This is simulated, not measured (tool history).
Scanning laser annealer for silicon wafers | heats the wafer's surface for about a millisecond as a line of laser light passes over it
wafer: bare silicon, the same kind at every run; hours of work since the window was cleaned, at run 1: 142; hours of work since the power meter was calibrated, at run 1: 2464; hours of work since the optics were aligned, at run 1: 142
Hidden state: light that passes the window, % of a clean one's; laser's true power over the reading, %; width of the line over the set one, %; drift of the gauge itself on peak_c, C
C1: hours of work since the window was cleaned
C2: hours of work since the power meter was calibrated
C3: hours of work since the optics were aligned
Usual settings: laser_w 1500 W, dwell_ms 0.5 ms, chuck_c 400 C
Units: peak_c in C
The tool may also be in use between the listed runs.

run 1 hour=0 | laser_w=1500 dwell_ms=0.5 chuck_c=400 | C1=142 C2=2464 C3=142 | peak_c=1162
run 2 hour=62.6 | laser_w=1500 dwell_ms=0.5 chuck_c=400 | C1=191 C2=2514 C3=191 | peak_c=1159
run 3 hour=163.2 | laser_w=1500 dwell_ms=0.5 chuck_c=400 | C1=271 C2=2594 C3=271 | peak_c=1161
run 4 hour=219 | laser_w=1500 dwell_ms=0.5 chuck_c=400 | C1=315 C2=2638 C3=315 | peak_c=1162
run 5 hour=286.2 | laser_w=1500 dwell_ms=0.5 chuck_c=400 | C1=369 C2=2691 C3=369 | peak_c=1160
run 6 hour=365.1 | laser_w=1500 dwell_ms=0.5 chuck_c=400 | C1=431 C2=2754 C3=431 | peak_c=1164
run 7 hour=442.6 | laser_w=1500 dwell_ms=0.5 chuck_c=400 | C1=493 C2=2815 C3=493 | peak_c=1161
run 8 hour=505.2 | laser_w=1500 dwell_ms=0.5 chuck_c=400 | C1=542 C2=2865 C3=542 | peak_c=1160
run 9 hour=547.2 | laser_w=1500 dwell_ms=0.5 chuck_c=400 | C1=575 C2=2898 C3=575 | peak_c=1160
run 10 hour=620.7 | laser_w=1500 dwell_ms=0.5 chuck_c=400 | C1=634 C2=2956 C3=634 | peak_c=1160
run 11 hour=676.7 | laser_w=1464 dwell_ms=0.359 chuck_c=387 | C1=678 C2=3001 C3=678 | peak_c=1014
run 12 hour=728 | laser_w=1498 dwell_ms=0.383 chuck_c=380 | C1=719 C2=3041 C3=719 | peak_c=1044
run 13 hour=797 | laser_w=1614 dwell_ms=0.525 chuck_c=414 | C1=773 C2=3096 C3=773 | peak_c=1264
-- hour=847.8 window over the wafer cleaned
run 14 hour=861.7 | laser_w=1614 dwell_ms=0.525 chuck_c=414 | C1=11 C2=3146 C3=823 | peak_c=1259
run 15 hour=961.4 | laser_w=1291 dwell_ms=0.481 chuck_c=414 | C1=90 C2=3225 C3=902 | peak_c=1044
run 16 hour=1007.4 | laser_w=1500 dwell_ms=0.587 chuck_c=420 | C1=126 C2=3261 C3=939 | peak_c=1243
run 17 hour=1083.5 | laser_w=1580 dwell_ms=0.62 chuck_c=398 | C1=187 C2=3322 C3=999 | peak_c=1295

Run 18 comes next. What will it give?
run 18 hour=1177.9 | laser_w=1307 dwell_ms=0.439 chuck_c=398 | C1=262 C2=3397 C3=1074 | peak_c=?

peak_c: 1008 C
Without the tool's hidden state the same run would have given peak_c 1009 C.
